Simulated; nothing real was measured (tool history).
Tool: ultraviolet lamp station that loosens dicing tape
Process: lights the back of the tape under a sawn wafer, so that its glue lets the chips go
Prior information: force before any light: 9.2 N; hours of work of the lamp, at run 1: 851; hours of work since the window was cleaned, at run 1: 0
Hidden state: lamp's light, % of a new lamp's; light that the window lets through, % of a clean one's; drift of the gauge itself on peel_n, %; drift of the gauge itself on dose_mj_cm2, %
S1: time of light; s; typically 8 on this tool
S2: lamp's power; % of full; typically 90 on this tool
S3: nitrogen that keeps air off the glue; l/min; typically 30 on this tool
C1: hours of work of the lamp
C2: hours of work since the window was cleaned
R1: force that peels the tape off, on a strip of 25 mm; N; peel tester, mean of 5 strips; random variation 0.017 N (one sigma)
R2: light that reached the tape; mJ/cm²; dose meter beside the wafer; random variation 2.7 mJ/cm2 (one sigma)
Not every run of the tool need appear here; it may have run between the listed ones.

run,hour,S1,S2,S3,C1,C2,R1,R2
1,0,8,90,30,851,0,0.798,364
2,42,8,80,30,877,26,1.048,326
3,87.5,8,90,30,906,55,0.839,363
4,123.8,8,90,30,928,77,0.817,362
5,154.6,9,90,30,948,97,0.641,414
6,180.9,9,90,30,964,113,0.646,411
7,217.3,9,90,30,987,136,0.627,410
8,263.8,9,90,30,1016,165,0.631,409
9,297.5,9,90,30,1037,186,0.655,409
10,322.3,9,90,16,1052,201,1.128,410
# hour 348.1: window cleaned of glue's vapour
11,364.1,9,90,16,1078,10,1.182,412
12,393.6,8,90,43,1097,28,0.599,364
13,413.7,8,90,17,1109,41,1.367,360
14,459.4,8,90,17,1138,70,1.357,367
15,507.2,8,90,14,1168,99,1.59,363
16,532,8,83,30,1183,115,0.958,333
17,570.1,8,83,30,1207,139,0.991,336
18,601.3,8,90,33,1226,158,0.76,368
19,642.6,8,90,30,1252,184,0.834,361
20,665.7,8,90,30,1267,198,0.843,363
# hour 696.5: window cleaned of glue's vapour
21,705,8,90,30,1291,5,0.832,364
22,735.2,8,90,30,1310,24,0.827,363
# hour 764: lamp changed
23,767,8,74,13,2,43,2.257,302
24,810,8,66,17,29,70,2.233,267
25,858,10,94,53,59,100,0.244,476
26,891,6,67,30,79,121,2.307,207
27,930,6,67,30,104,145,2.342,202
28,963.7,9,75,18,125,166,1.454,341
29,995,5,75,20,144,186,3.147,190
30,1021.6,8,90,16,161,202,1.38,361
# hour 1047.3: window cleaned of glue's vapour
31,1069.4,6,69,23,190,14,2.658,208
32,1089.5,6,75,19,203,26,2.569,227
33,1113.2,13,98,30,218,41,0.204,650
34,1144.7,8,92,30,237,61,0.797,367
35,1184.9,8,86,11,263,86,1.992,350
36,1228.6,8,69,18,290,113,1.967,278
37,1260.9,5,75,30,310,133,2.48,190
38,1297.4,8,77,12,333,156,2.199,309
39,1344.4,10,84,54,362,186,0.32,421
40,1384.7,10,84,54,387,211,0.329,427
# hour 1396.6: window cleaned of glue's vapour
41,1432.8,10,84,54,417,23,0.317,426
42,1464.6,10,75,54,437,43,0.437,380
43,1504.8,8,69,30,462,68,1.421,282
44,1535.3,8,69,30,481,87,1.356,281

Here are 3 independent what-if runs from the current tool condition. What would each one return?
A,1568.1,8,69,16,502,107,?,?
B,1568.1,8,90,21,502,107,?,?
C,1568.1,8,79,19,502,107,?,?

run,R1,R2
A,2.191,284
B,1.137,366
C,1.603,322
Take away the tool's hidden state, keep each run's random variation, and the runs would have read:
run,R1,R2
A,2.184,284
B,1.132,367
C,1.597,323
